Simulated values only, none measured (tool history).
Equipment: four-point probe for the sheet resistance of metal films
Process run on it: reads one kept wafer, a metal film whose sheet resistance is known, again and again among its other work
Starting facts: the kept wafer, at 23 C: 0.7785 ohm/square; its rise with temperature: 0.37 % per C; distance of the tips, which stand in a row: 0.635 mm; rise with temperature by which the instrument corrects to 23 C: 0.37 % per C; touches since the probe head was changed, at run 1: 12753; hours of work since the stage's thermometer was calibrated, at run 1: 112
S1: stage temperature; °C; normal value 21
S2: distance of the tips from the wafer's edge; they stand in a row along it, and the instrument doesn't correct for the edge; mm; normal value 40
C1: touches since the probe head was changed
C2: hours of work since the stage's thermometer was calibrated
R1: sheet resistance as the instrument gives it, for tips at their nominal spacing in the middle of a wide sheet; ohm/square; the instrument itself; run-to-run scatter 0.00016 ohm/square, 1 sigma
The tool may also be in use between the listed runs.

run,day,S1,S2,C1,C2,R1
1,0.000,21,40,12753,112,0.777003
2,1.062,21,65,13255,123,0.777096
3,1.579,21,65,13499,128,0.776672
4,2.575,21,40,13972,137,0.776620
5,3.275,19,40,14302,144,0.776864
6,4.154,21,40,14717,153,0.776922
7,4.867,21,40,15055,160,0.776579
8,5.738,21,40,15467,168,0.776766
9,6.796,32,3,15969,179,0.794988
10,7.821,18,25,16453,189,0.776946
11,8.454,21,5,16752,195,0.783593
12,9.221,20,40,17115,203,0.776891
13,10.188,32,6,17572,212,0.781145

A few steps of R1 between consecutive runs. Split each: what settings, incoming material and random variation would produce without the hidden state, and what is left over for the hidden state, along with gauge scatter present in only one of the two compared results (measured, and without hidden state):
Unlogged tool condition in this case: inner tips' distance over the nominal, %; tips' flats over new ones', %; wafer's true temperature over the reading, C; drift of the gauge itself on sheet_ohm, %.
Run 8 -> 9: S1 21 -> 32, S2 40 -> 3. R1 +0.018222 ohm/square: hidden state -0.000058, all else +0.018280.
